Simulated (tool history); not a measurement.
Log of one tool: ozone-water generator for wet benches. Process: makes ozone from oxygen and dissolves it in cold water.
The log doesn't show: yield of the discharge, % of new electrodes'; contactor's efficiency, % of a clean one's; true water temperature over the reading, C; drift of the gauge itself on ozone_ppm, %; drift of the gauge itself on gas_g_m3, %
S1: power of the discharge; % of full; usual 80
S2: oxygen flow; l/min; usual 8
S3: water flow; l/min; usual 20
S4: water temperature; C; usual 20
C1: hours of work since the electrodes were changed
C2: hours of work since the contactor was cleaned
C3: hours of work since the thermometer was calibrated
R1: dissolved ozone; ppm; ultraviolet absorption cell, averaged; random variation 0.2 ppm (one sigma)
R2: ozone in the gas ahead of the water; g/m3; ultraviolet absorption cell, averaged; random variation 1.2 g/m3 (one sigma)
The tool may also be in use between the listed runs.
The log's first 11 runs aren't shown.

run	hour	S1	S2	S3	S4	C1	C2	C3	R1	R2
12	523.2	77	8	20	20	818	1628	699	26.8	210.7
13	574	80	6	20	20	866	1676	747	27.2	241.5
14	603.3	84	8	20	20	894	1704	775	28.3	219.3
15	637.7	84	8	20	20	927	1737	808	28	215
16	696.7	84	8	20	20	983	1793	864	28	216.6
17	741.5	84	8	20	20	1026	1836	907	27.5	217.4
18	798.4	84	8	20	20	1080	1890	961	27.7	217.5
19	847.9	84	8	20	20	1127	1937	1008	27.7	215
20	903.1	41	8	15	26	1179	1990	1061	20	148.3
21	954	80	8	25	20	1228	2038	1109	22.3	209.8
22	1001.3	42	8	25	18	1273	2083	1154	16.6	149.5
23	1044.8	98	6.32	12	20	1314	2125	1196	41.3	257
24	1097.9	59	4.28	20	20	1365	2175	1246	21.7	232.6
25	1138.7	80	8	29	15	1404	2214	1285	21.2	210
26	1174.6	80	8	29	15	1438	2248	1319	21.1	209
27	1203.9	89	8	29	15	1466	2276	1347	22.3	221.8
28	1233.6	89	8	29	15	1494	2305	1375	22.4	219
29	1265.2	89	8	29	15	1524	2335	1405	22.2	219
30	1322.6	40	8	24	20	1579	2389	1460	16	144.9
31	1376	52	7.81	19	12	1630	2440	1511	24.9	167.4
32	1426.5	52	8	19	12	1678	2488	1559	24.7	164.7

4 ways to go on from here, each from the tool as it stands after run 32. What would each give?
A	1481.9	52	6.67	19	12	1731	2541	1612	?	?
B	1481.9	98	10.33	18	12	1731	2541	1612	?	?
C	1481.9	65	9.08	19	12	1731	2541	1612	?	?
D	1481.9	52	8	19	12	1731	2541	1612	?	?

run	R1	R2
A	24.5	179.4
B	35.9	203.5
C	28.2	174.3
D	24.9	165.6
Without the tool's hidden state the same runs would have given:
run	R1	R2
A	26.8	189.5
B	40.2	219.8
C	31.1	185.6
D	27.2	174.9
